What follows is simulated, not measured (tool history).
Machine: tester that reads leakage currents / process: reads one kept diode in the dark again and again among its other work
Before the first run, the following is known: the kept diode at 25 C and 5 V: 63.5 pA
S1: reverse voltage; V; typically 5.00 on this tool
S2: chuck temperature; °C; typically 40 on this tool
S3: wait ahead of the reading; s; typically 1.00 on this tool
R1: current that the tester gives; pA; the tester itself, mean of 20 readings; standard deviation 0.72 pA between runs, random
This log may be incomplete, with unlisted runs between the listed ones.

run,hour,S1,S2,S3,R1
1,0.0,5.00,40,1.00,255.50
2,18.0,5.00,40,1.00,256.65
3,42.0,5.00,40,1.00,254.42
4,60.1,5.00,40,1.00,254.93
5,75.3,5.00,40,1.00,256.78
6,102.0,12.67,40,1.00,426.52
7,133.5,1.40,40,1.00,131.55
8,149.0,2.21,40,1.00,167.35
9,174.2,5.00,40,1.00,260.51
10,200.0,5.00,40,0.56,262.51
11,214.7,5.00,24,0.56,69.07
12,245.7,5.00,40,1.00,262.41
13,272.2,5.00,40,1.00,262.88
14,287.4,5.00,40,1.00,263.92
15,312.6,5.00,53,1.00,735.77
16,332.8,5.00,53,1.00,736.56
17,365.5,5.00,53,1.00,737.75
18,390.1,5.00,53,1.00,740.73
19,418.8,5.00,40,1.00,268.60
20,449.5,17.37,40,1.00,523.11
21,465.3,1.17,40,0.42,124.34
22,480.4,6.73,46,1.31,511.35
23,494.6,14.17,36,1.00,341.30
24,518.7,8.86,26,0.42,120.28
25,550.3,2.59,27,8.49,62.90
26,584.3,2.31,27,1.50,59.98
27,602.7,2.31,22,1.85,38.93
28,619.4,12.94,27,1.85,156.31
29,635.5,5.00,49,0.51,565.20
30,670.6,2.71,55,0.65,640.77
31,688.5,13.74,39,0.40,448.44
32,711.8,2.35,22,0.66,40.65
33,735.8,6.93,22,0.31,80.09
34,765.7,6.93,22,0.31,80.67
35,789.8,6.93,22,0.31,71.05
36,810.7,6.93,32,2.81,148.85
37,844.4,6.93,32,2.81,149.28
38,860.3,6.93,32,2.81,149.64
39,891.1,6.70,45,0.34,435.07
40,921.0,8.27,45,0.86,484.47

Between the runs listed above, the log contained 1 entry, not reproduced here. Where in the sequence does each belong, and how does what the log doesn't record of the tool's condition differ from the listed run before to the listed run after?
Runs 34 to 35: chuck's temperature calibrated (hour 780.3)
  stray current of the dirty probe card, pA a volt: 0.822 -> 0.835; current scale over the true one, %: 0.5 -> 0.51; true chuck temperature over the reading, C: 1.63 -> -0.05
  measured less the result without the state, R1: +15.36 -> +5.74 pA

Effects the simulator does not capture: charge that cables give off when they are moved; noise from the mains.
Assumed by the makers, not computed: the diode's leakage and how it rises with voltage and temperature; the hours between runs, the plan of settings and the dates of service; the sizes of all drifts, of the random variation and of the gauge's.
